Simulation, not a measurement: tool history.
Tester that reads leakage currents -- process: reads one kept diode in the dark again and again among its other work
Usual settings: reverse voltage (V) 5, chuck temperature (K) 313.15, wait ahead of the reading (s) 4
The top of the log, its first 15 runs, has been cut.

run   hour  reverse voltage (V)  chuck temperature (K)  wait ahead of the reading (s)  hours of work since the probe card was cleaned  hours of work since the tester was calibrated  hours of work since the chuck was calibrated  current that the tester gives (pA)
 16  379.8                    5                 313.15                           5.49                                             423                                            423                                           334                                 236
 17  404.6                 1.62                 313.15                              4                                             436                                            436                                           347                              161.93
 18  434.4                 2.24                 313.15                           1.88                                             451                                            451                                           363                              180.25
 19  460.4                13.06                 313.15                              4                                             465                                            465                                           376                              325.72
 20  494.3                14.39                 298.15                           1.12                                             482                                            482                                           394                               88.45
 21  529.1                14.39                 298.15                           1.12                                             500                                            500                                           412                               89.24
 22  563.7                 6.62                 313.15                           1.12                                             518                                            518                                           429                              259.35
 23  584.4                    5                 320.15                           3.52                                             529                                            529                                           440                              422.29
 24  613.5                    5                 318.15                              4                                             544                                            544                                           455                              359.89
 25  641.7                    5                 321.15                              4                                             559                                            559                                           470                              460.76
 26  659.7                10.21                 300.15                           0.83                                             568                                            568                                           479                               95.47
 27  675.2                    5                 313.15                           0.95                                             576                                            576                                           487                              237.24
 28  710.4                  9.9                 296.15                           5.32                                             594                                            594                                           505                               63.36
 29  725.2                 3.31                 320.15                           0.86                                             602                                            602                                           513                              370.11
 30  742.8                 4.24                 303.15                           1.04                                             611                                            611                                           522                               92.14
 31  774.5                 4.24                 303.15                           1.04                                             627                                            627                                           538                               92.85
 32  795.5                 1.08                 294.15                           1.77                                             638                                            638                                           549                               24.73
 33  822.2                 7.09                 296.15                           8.03                                             652                                            652                                           563                                  56
 34  842.1                    5                 305.15                           5.12                                             662                                            662                                           573                              116.84

What if the next run were any one of these 4? Each begins from the tool's condition after run 34:
  A   859                 1.56                 299.15                           5.12                                             671                                            671                                           582                                   ?
  B   859                    5                 299.15                           5.12                                             671                                            671                                           582                                   ?
  C   859                  7.3                 313.15                              4                                             671                                            671                                           582                                   ?
  D   859                11.91                 313.15                           0.63                                             671                                            671                                           582                                   ?

run  current that the tester gives (pA)
  A                               45.04
  B                               66.73
  C                              267.45
  D                              319.02
With no hidden state in the tool, these same runs would have given:
run  current that the tester gives (pA)
  A                               45.08
  B                               66.74
  C                              267.69
  D                              319.24
